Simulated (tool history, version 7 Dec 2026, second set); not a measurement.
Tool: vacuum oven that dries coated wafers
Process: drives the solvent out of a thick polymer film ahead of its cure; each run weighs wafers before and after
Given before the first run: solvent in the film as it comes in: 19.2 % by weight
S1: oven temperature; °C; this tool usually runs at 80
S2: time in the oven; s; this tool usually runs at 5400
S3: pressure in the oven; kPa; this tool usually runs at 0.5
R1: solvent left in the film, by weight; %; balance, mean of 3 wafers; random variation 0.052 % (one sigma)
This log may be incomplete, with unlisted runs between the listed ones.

Run 1, hour 0: usual settings. Result: R1 1.69 %.
Run 2, hour 27.7: usual settings. Result: R1 1.73 %.
Run 3, hour 54.2: usual settings. Result: R1 1.67 %.
Run 4, hour 70.3: usual settings. Result: R1 1.67 %.
Run 5, hour 89.9: usual settings but S2 8160 s. Result: R1 0.83 %.
Run 6, hour 117.3: usual settings but S2 8160 s. Result: R1 0.86 %.
Run 7, hour 145.6: usual settings but S2 8160 s. Result: R1 0.91 %.
Run 8, hour 160.4: usual settings. Result: R1 1.68 %.
Run 9, hour 181.5: usual settings but S2 9480 s. Result: R1 0.77 %.
Run 10, hour 197.5: usual settings but S2 9480 s. Result: R1 0.8 %.
Run 11, hour 216.7: usual settings but S2 9480 s. Result: R1 0.88 %.
Run 12, hour 236.1: usual settings but S2 9480 s. Result: R1 0.75 %.
Run 13, hour 263.8: usual settings but S2 9480 s. Result: R1 0.8 %.
Run 14, hour 285: usual settings but S2 9480 s. Result: R1 0.82 %.
Run 15, hour 307.1: usual settings but S2 9480 s. Result: R1 0.89 %.
Run 16, hour 335.1: usual settings but S2 9480 s. Result: R1 0.74 %.
Run 17, hour 363.6: usual settings. Result: R1 1.77 %.
Run 18, hour 388: usual settings. Result: R1 1.73 %.
Run 19, hour 401: usual settings. Result: R1 1.84 %.
Run 20, hour 417.8: usual settings. Result: R1 1.9 %.
Run 21, hour 431.8: usual settings but S3 0.981 kPa. Result: R1 2.06 %.
Run 22, hour 448.6: usual settings but S3 0.981 kPa. Result: R1 2.23 %.
Run 23, hour 466.3: usual settings but S3 0.544 kPa. Result: R1 1.88 %.
Run 24, hour 477.9: usual settings but S2 3120 s, S3 0.544 kPa. Result: R1 4.14 %.
Run 25, hour 503.2: usual settings but S1 72 °C, S2 3360 s, S3 0.544 kPa. Result: R1 6.25 %.
Run 26, hour 526.5: usual settings but S1 90 °C, S2 5580 s, S3 0.826 kPa. Result: R1 0.78 %.
Run 27, hour 540.1: usual settings but S2 6720 s. Result: R1 1.3 %.
Run 28, hour 551.5: usual settings but S1 82 °C, S2 6720 s, S3 0.603 kPa. Result: R1 1.16 %.
Run 29, hour 573.1: usual settings but S1 82 °C, S2 6720 s, S3 0.603 kPa. Result: R1 1.1 %.
Run 30, hour 591.4: usual settings but S2 8520 s, S3 0.452 kPa. Result: R1 0.91 %.
Run 31, hour 607.2: usual settings but S2 8100 s, S3 1.672 kPa. Result: R1 1.96 %.
Run 32, hour 630.3: usual settings but S1 75 °C, S2 8100 s, S3 0.41 kPa. Result: R1 1.68 %.
Run 33, hour 643: usual settings but S1 72 °C, S2 3960 s. Result: R1 5.44 %.
Run 34, hour 660.1: usual settings but S1 71 °C, S2 4260 s, S3 0.656 kPa. Result: R1 5.51 %.
Run 35, hour 671.5: usual settings but S1 71 °C, S2 3480 s, S3 0.405 kPa. Result: R1 6.57 %.
Run 36, hour 694.8: usual settings but S1 69 °C, S2 4560 s, S3 0.326 kPa. Result: R1 5.55 %.
Run 37, hour 713.5: usual settings but S1 69 °C, S2 4560 s, S3 0.326 kPa. Result: R1 5.61 %.
Run 38, hour 741.2: usual settings but S1 82 °C, S2 2820 s, S3 0.395 kPa. Result: R1 4.26 %.
Run 39, hour 756.7: usual settings but S1 82 °C, S2 2820 s, S3 0.395 kPa. Result: R1 4.11 %.
Run 40, hour 774.3: usual settings but S1 82 °C, S2 3960 s, S3 0.395 kPa. Result: R1 2.63 %.
Run 41, hour 800.1: usual settings but S1 78 °C, S2 6720 s, S3 0.805 kPa. Result: R1 1.92 %.
Run 42, hour 818.8: usual settings but S1 78 °C, S2 6720 s, S3 0.805 kPa. Result: R1 1.97 %.
Run 43, hour 839.9: usual settings but S1 78 °C, S2 6720 s, S3 0.805 kPa. Result: R1 2.04 %.
Run 44, hour 864.9: usual settings but S1 93 °C, S2 5820 s, S3 0.805 kPa. Result: R1 0.7 %.
Run 45, hour 884.3: usual settings but S1 94 °C, S2 9600 s, S3 1.541 kPa. Result: R1 0.86 %.
Run 46, hour 906.4: usual settings but S1 71 °C, S2 9600 s, S3 0.306 kPa. Result: R1 1.85 %.
Run 47, hour 924.9: usual settings but S1 69 °C, S2 3720 s, S3 0.459 kPa. Result: R1 6.92 %.

What if the next run were any one of these 4? Each begins from the tool's condition after run 47:
Run A, hour 952.3: usual settings but S1 88 °C, S2 3720 s, S3 0.661 kPa. Result: R1 ?.
Run B, hour 952.3: usual settings but S1 69 °C, S2 3420 s, S3 1.203 kPa. Result: R1 ?.
Run C, hour 952.3: usual settings. Result: R1 ?.
Run D, hour 952.3: usual settings but S2 5460 s. Result: R1 ?.

run    R1
  A  1.73
  B  8.21
  C  2.15
  D  1.99
Had the tool no hidden state, the same runs would have come out as:
run    R1
  A   1.2
  B  7.21
  C  1.49
  D  1.35

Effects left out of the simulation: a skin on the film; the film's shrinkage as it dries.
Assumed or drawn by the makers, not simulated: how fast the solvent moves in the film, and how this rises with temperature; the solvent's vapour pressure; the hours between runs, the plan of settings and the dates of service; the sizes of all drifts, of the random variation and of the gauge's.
